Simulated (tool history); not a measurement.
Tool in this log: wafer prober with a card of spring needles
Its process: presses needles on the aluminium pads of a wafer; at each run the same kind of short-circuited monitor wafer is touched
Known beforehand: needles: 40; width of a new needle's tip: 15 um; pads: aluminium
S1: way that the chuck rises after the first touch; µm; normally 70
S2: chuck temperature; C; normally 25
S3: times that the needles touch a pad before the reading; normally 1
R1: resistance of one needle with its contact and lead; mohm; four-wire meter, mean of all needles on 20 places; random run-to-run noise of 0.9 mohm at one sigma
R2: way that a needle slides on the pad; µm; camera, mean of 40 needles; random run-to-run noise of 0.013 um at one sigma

run,day,S1,S2,S3,R1,R2
1,0.000,70,25,1,161.6,11.03
# day 0.138: tips cleaned on abrasive film
# day 0.362: tips cleaned on abrasive film
# day 0.588: tips cleaned on abrasive film
# day 0.812: tips cleaned on abrasive film
# day 0.992: tips cleaned on abrasive film
# day 1.217: tips cleaned on abrasive film
# day 1.442: tips cleaned on abrasive film
2,1.521,70,25,1,162.3,11.04
# day 1.658: tips cleaned on abrasive film
# day 1.883: tips cleaned on abrasive film
# day 2.029: height of the first contact set anew
# day 2.121: tips cleaned on abrasive film
3,2.250,70,51,1,167.8,11.03
# day 2.342: tips cleaned on abrasive film
# day 2.567: tips cleaned on abrasive film
# day 2.792: tips cleaned on abrasive film
# day 3.017: tips cleaned on abrasive film
# day 3.242: tips cleaned on abrasive film
# day 3.467: tips cleaned on abrasive film
4,3.592,70,51,1,166.4,11.02
# day 3.688: tips cleaned on abrasive film
# day 3.867: tips cleaned on abrasive film
# day 4.092: tips cleaned on abrasive film
# day 4.317: tips cleaned on abrasive film
# day 4.542: tips cleaned on abrasive film
# day 4.767: tips cleaned on abrasive film
# day 4.992: tips cleaned on abrasive film
5,5.096,70,51,1,167.1,11.04
# day 5.192: tips cleaned on abrasive film
# day 5.417: tips cleaned on abrasive film
# day 5.596: tips cleaned on abrasive film
# day 5.821: tips cleaned on abrasive film
# day 6.046: tips cleaned on abrasive film
# day 6.271: tips cleaned on abrasive film
6,6.446,70,51,1,166.8,11.06
# day 6.492: tips cleaned on abrasive film
# day 6.717: tips cleaned on abrasive film
# day 6.900: tips cleaned on abrasive film
# day 7.125: tips cleaned on abrasive film
# day 7.350: tips cleaned on abrasive film
# day 7.529: tips cleaned on abrasive film
# day 7.754: tips cleaned on abrasive film
7,7.767,70,51,1,167.3,11.05
# day 7.946: tips cleaned on abrasive film
# day 8.129: tips cleaned on abrasive film
# day 8.354: tips cleaned on abrasive film
# day 8.533: tips cleaned on abrasive film
# day 8.758: tips cleaned on abrasive film
8,8.908,70,25,1,161.3,11.03
# day 8.958: tips cleaned on abrasive film
# day 9.058: height of the first contact set anew
# day 9.196: tips cleaned on abrasive film
# day 9.421: tips cleaned on abrasive film
# day 9.646: tips cleaned on abrasive film
# day 9.871: tips cleaned on abrasive film
# day 10.096: tips cleaned on abrasive film
# day 10.321: tips cleaned on abrasive film
9,10.338,70,25,1,162.9,11.02
# day 10.521: tips cleaned on abrasive film
# day 10.746: tips cleaned on abrasive film
# day 10.971: tips cleaned on abrasive film
10,11.004,70,25,1,162.0,11.04

Run 11 has not been measured yet. What should we expect?
# day 11.183: tips cleaned on abrasive film
# day 11.367: tips cleaned on abrasive film
# day 11.592: tips cleaned on abrasive film
# day 11.817: tips cleaned on abrasive film
# day 12.042: tips cleaned on abrasive film
# day 12.267: tips cleaned on abrasive film
# day 12.492: tips cleaned on abrasive film
11,12.612,70,102,1,?,?

Logged for run 11: R1 176.1 mohm, R2 11.01 µm.
Without the tool's hidden state the same run would have given R1 176.0 mohm, R2 11.02 µm.
